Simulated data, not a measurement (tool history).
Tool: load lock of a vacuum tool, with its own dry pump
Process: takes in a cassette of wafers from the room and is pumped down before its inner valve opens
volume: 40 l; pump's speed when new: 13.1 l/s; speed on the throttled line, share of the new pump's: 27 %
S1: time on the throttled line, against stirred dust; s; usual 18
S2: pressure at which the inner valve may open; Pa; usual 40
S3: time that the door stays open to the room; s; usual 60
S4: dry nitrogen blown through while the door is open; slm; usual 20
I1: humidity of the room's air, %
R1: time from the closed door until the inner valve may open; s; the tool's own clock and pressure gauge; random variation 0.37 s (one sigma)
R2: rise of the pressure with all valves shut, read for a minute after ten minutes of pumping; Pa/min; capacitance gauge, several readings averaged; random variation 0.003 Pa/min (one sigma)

{"run": 1, "hour": 0.0, "S1": 18, "S2": 40, "S3": 60, "S4": 20, "I1": 47.3, "R1": 38.1, "R2": 0.142}
{"run": 2, "hour": 131.9, "S1": 18, "S2": 40, "S3": 60, "S4": 20, "I1": 42.7, "R1": 38.7, "R2": 0.142}
{"run": 3, "hour": 215.3, "S1": 18, "S2": 40, "S3": 60, "S4": 20, "I1": 44.4, "R1": 37.7, "R2": 0.147}
{"run": 4, "hour": 356.2, "S1": 18, "S2": 40, "S3": 60, "S4": 20, "I1": 44.7, "R1": 37.9, "R2": 0.15}
{"run": 5, "hour": 498.6, "S1": 18, "S2": 40, "S3": 60, "S4": 20, "I1": 43, "R1": 37.4, "R2": 0.147}
{"run": 6, "hour": 646.1, "S1": 18, "S2": 40, "S3": 60, "S4": 20, "I1": 49.1, "R1": 37.7, "R2": 0.156}
{"run": 7, "hour": 804.6, "S1": 18, "S2": 40, "S3": 60, "S4": 20, "I1": 43.1, "R1": 38.8, "R2": 0.156}
{"run": 8, "hour": 900.7, "S1": 18, "S2": 40, "S3": 60, "S4": 20, "I1": 44.8, "R1": 38.5, "R2": 0.16}
{"run": 9, "hour": 1020.5, "S1": 18, "S2": 40, "S3": 60, "S4": 20, "I1": 45.8, "R1": 38.1, "R2": 0.17}
{"run": 10, "hour": 1130.9, "S1": 18, "S2": 40, "S3": 60, "S4": 20, "I1": 46.3, "R1": 38.2, "R2": 0.17}
{"run": 11, "hour": 1311.2, "S1": 18, "S2": 40, "S3": 60, "S4": 20, "I1": 48.2, "R1": 38.5, "R2": 0.175}
{"run": 12, "hour": 1462.9, "S1": 18, "S2": 40, "S3": 60, "S4": 20, "I1": 46.7, "R1": 38, "R2": 0.176}
{"run": 13, "hour": 1591.6, "S1": 18, "S2": 40, "S3": 60, "S4": 20, "I1": 47.5, "R1": 38, "R2": 0.178}
{"run": 14, "hour": 1771.5, "S1": 18, "S2": 40, "S3": 60, "S4": 20, "I1": 46, "R1": 38.1, "R2": 0.184}
{"run": 15, "hour": 1920.4, "S1": 35, "S2": 40, "S3": 60, "S4": 20, "I1": 46.1, "R1": 50.8, "R2": 0.195}
{"run": 16, "hour": 2089.0, "S1": 10, "S2": 40, "S3": 38, "S4": 31, "I1": 40.7, "R1": 32.4, "R2": 0.189}
{"run": 17, "hour": 2210.1, "S1": 10, "S2": 40, "S3": 38, "S4": 31, "I1": 43.9, "R1": 32.9, "R2": 0.186}
{"run": 18, "hour": 2323.1, "S1": 18, "S2": 50, "S3": 55, "S4": 20, "I1": 45.7, "R1": 37.8, "R2": 0.201}
{"run": 19, "hour": 2488.8, "S1": 18, "S2": 47, "S3": 60, "S4": 20, "I1": 45.8, "R1": 37.9, "R2": 0.213}
{"run": 20, "hour": 2644.8, "S1": 18, "S2": 59, "S3": 60, "S4": 20, "I1": 42.4, "R1": 37.2, "R2": 0.205}
{"run": 21, "hour": 2725.4, "S1": 18, "S2": 64, "S3": 105, "S4": 7, "I1": 42.2, "R1": 36.6, "R2": 0.225}
{"run": 22, "hour": 2908.4, "S1": 10, "S2": 49, "S3": 150, "S4": 8, "I1": 44, "R1": 32.6, "R2": 0.239}
{"run": 23, "hour": 3058.9, "S1": 22, "S2": 49, "S3": 106, "S4": 9, "I1": 44.6, "R1": 40.8, "R2": 0.237}
{"run": 24, "hour": 3153.8, "S1": 22, "S2": 49, "S3": 106, "S4": 9, "I1": 44.2, "R1": 41.1, "R2": 0.242}
{"run": 25, "hour": 3230.8, "S1": 22, "S2": 49, "S3": 106, "S4": 9, "I1": 43.3, "R1": 41.6, "R2": 0.241}
{"run": 26, "hour": 3367.8, "S1": 15, "S2": 40, "S3": 190, "S4": 20, "I1": 47, "R1": 36.6, "R2": 0.258}
{"run": 27, "hour": 3535.2, "S1": 26, "S2": 33, "S3": 85, "S4": 5, "I1": 48.8, "R1": 44.9, "R2": 0.249}
{"run": 28, "hour": 3631.1, "S1": 33, "S2": 38, "S3": 61, "S4": 22, "I1": 46.2, "R1": 49.5, "R2": 0.237}

The next listed run, before its measurement:
{"run": 29, "hour": 3790.0, "S1": 20, "S2": 37, "S3": 171, "S4": 22, "I1": 48.7, "R1": "?", "R2": "?"}

Run 29 gave R1 40.9 s, R2 0.264 Pa/min.
Without the tool's hidden state the same run would have given R1 38.8 s, R2 0.041 Pa/min.
